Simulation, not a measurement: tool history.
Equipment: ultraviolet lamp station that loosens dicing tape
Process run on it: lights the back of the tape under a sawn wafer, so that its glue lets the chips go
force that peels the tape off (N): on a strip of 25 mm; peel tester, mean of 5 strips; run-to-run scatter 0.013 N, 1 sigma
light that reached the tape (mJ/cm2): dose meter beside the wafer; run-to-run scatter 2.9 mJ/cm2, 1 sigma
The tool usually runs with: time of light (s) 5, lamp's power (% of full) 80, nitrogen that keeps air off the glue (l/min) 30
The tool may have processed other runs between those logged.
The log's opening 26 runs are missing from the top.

| run | hour | time of light (s) | lamp's power (% of full) | nitrogen that keeps air off the glue (l/min) | force that peels the tape off (N) | light that reached the tape (mJ/cm2) |
|---|---|---|---|---|---|---|
| 27 | 231.4 | 3 | 80 | 30 | 1.538 | 237 |
| 28 | 238.8 | 3 | 80 | 30 | 1.613 | 237 |
| 29 | 248.4 | 5 | 70 | 30 | 0.819 | 350 |
| 30 | 257.2 | 3 | 80 | 10 | 2.213 | 240 |
| 31 | 265.4 | 4 | 73 | 10 | 1.668 | 293 |
| 32 | 272.1 | 3 | 87 | 29 | 1.4 | 256 |
| 33 | 281.2 | 3 | 87 | 29 | 1.362 | 256 |
| 34 | 292.5 | 7 | 66 | 29 | 0.499 | 456 |
| 35 | 299.5 | 7 | 66 | 29 | 0.484 | 455 |
| 36 | 305.6 | 8 | 66 | 15 | 0.513 | 522 |
| 37 | 312.5 | 8 | 66 | 15 | 0.512 | 521 |
| 38 | 322.7 | 3 | 66 | 29 | 2.141 | 194 |
| 39 | 332.7 | 6 | 63 | 30 | 0.733 | 371 |
| 40 | 341.4 | 7 | 98 | 30 | 0.259 | 665 |
| 41 | 347 | 7 | 64 | 26 | 0.562 | 434 |
| 42 | 353.5 | 5 | 88 | 13 | 0.797 | 428 |
| 43 | 359.4 | 5 | 88 | 13 | 0.787 | 430 |

3 options for the next run, each taken on its own from the tool as it stands now. Forecast them:
| A | 370.6 | 5 | 88 | 26 | ? | ? |
| B | 370.6 | 3 | 82 | 20 | ? | ? |
| C | 370.6 | 5 | 88 | 46 | ? | ? |

| run | force that peels the tape off (N) | light that reached the tape (mJ/cm2) |
|---|---|---|
| A | 0.589 | 428 |
| B | 1.741 | 238 |
| C | 0.465 | 425 |
Without the tool's hidden state the same runs would have given:
| run | force that peels the tape off (N) | light that reached the tape (mJ/cm2) |
|---|---|---|
| A | 0.517 | 457 |
| B | 1.582 | 255 |
| C | 0.408 | 455 |
